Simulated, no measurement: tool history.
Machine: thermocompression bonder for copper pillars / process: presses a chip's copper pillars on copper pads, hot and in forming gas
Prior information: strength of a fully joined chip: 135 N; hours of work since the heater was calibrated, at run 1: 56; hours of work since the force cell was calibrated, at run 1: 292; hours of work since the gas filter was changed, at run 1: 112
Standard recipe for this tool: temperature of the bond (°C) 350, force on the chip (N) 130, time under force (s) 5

run	hour	temperature of the bond (°C)	force on the chip (N)	time under force (s)	hours of work since the heater was calibrated	hours of work since the force cell was calibrated	hours of work since the gas filter was changed	force that shears a chip off (N)
1	0.0	350	130	5	56	292	112	58.6
2	15.1	350	130	5	67	302	122	57.6
3	24.4	350	130	5	73	309	129	58.9
4	40.0	334	130	5	84	319	139	51.1
5	61.9	350	130	5	99	334	154	57.4
6	77.0	350	130	9	109	345	165	70.3
# hour 80.0: heater calibrated with a thermocouple chip
7	98.5	350	130	5	13	358	178	56.7
8	118.1	350	192	5	26	371	192	72.3
# hour 121.6: heater calibrated with a thermocouple chip, once more
9	130.2	350	130	5	6	378	199	55.6
10	145.6	344	88	14	16	389	209	58.1
11	165.7	364	111	8	30	403	223	65.9
12	175.5	323	144	4	37	409	230	44.5
13	188.0	323	144	4	46	418	238	43.7
14	201.8	350	153	6	55	427	248	65.8
15	215.8	350	153	6	65	437	257	65.4
16	230.6	349	130	13	75	447	267	73.3
17	250.5	344	192	11	88	461	281	86.2

What would each run have given without the hidden state, its run-to-run variation left as it was?
Hidden conditions of the tool in this case: true temperature of the bond over the reading, C; force that reaches the chip, % of what is set; oxide that the forming gas leaves, % of the face; drift of the gauge itself on shear_n, %.
run	force that shears a chip off (N)
1	62.4
2	61.8
3	63.3
4	55.4
5	62.7
6	77.0
7	63.2
8	80.5
9	61.8
10	65.0
11	74.1
12	50.7
13	50.0
14	75.2
15	75.1
16	84.4
17	99.1
